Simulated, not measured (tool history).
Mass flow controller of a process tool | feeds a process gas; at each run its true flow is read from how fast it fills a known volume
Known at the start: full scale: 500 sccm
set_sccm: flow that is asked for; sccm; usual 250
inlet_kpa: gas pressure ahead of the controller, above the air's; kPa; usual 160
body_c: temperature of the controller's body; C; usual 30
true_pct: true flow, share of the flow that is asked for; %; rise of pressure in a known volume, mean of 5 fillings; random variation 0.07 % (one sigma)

run,hour,set_sccm,inlet_kpa,body_c,true_pct
1,0,250,160,30,98.67
2,345.4,115,160,30,98.49
3,648.2,115,160,30,98.55
4,1012.9,115,160,30,98.44
5,1428.9,152,160,30,98.33
6,1927.1,152,160,30,98.31
7,2158.5,250,160,21,98.11
8,2733.7,250,160,21,97.98
9,2990.3,250,160,31,98.18
10,3513.1,250,160,30,98.12
11,3960.7,498,160,30,98.36
12,4377.6,498,160,30,98.32
13,4612.2,498,163,27,98.38
14,5090.8,346,213,39,98.63
15,5519.2,303,160,21,97.63
16,6031.3,156,208,33,98.26
17,6477,326,233,30,98.21
18,6839.2,250,209,24,97.75
19,7266.7,250,209,24,97.86
20,7652.4,87,179,24,98.25
21,8099.1,442,222,32,98.1
# hour 8354.1: controller's zero set anew
22,8514.7,191,206,32,96.8

5 ways to go on from here, each from the tool as it stands after run 22. What would each give?
A,8918.7,118,220,24,?
B,8918.7,425,178,35,?
C,8918.7,192,141,28,?
D,8918.7,191,206,23,?
E,8918.7,99,160,22,?

run,true_pct
A,96.56
B,97.26
C,96.13
D,96.6
E,95.97
Without the tool's hidden state the same runs would have given:
run,true_pct
A,99.16
B,99.97
C,98.79
D,99.26
E,98.53
